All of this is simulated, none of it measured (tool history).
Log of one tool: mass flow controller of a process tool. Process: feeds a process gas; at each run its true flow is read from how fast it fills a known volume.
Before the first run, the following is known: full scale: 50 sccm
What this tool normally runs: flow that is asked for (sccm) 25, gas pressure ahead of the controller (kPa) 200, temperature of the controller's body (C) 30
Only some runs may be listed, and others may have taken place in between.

run,day,flow that is asked for (sccm),gas pressure ahead of the controller (kPa),temperature of the controller's body (C),true flow (%)
1,0,25,200,30,93.96
# day 6.662: controller exchanged for a calibrated one
2,12.688,25,200,30,99.6
3,22.008,25,200,30,99.57
4,34.117,25,200,30,99.37
5,40.05,25,200,30,99.24
6,51.983,25,200,30,99.18
7,62.775,25,200,28,98.84
8,72.767,25,200,28,98.82
9,86.167,25,177,30,98.97
10,96.95,25,177,30,98.84
11,107.883,8,200,30,97.3
12,114.104,8,200,30,97.16
13,124.838,25,200,30,98.56
14,136.188,25,200,27,97.98
15,142.971,25,200,39,99.55
16,156.396,25,200,39,99.23

The next listed run, before its measurement:
17,166.696,6,169,22,?

true flow (%): 95.06
Had the tool carried no hidden state, the very same run would have given true flow (%) 97.94.

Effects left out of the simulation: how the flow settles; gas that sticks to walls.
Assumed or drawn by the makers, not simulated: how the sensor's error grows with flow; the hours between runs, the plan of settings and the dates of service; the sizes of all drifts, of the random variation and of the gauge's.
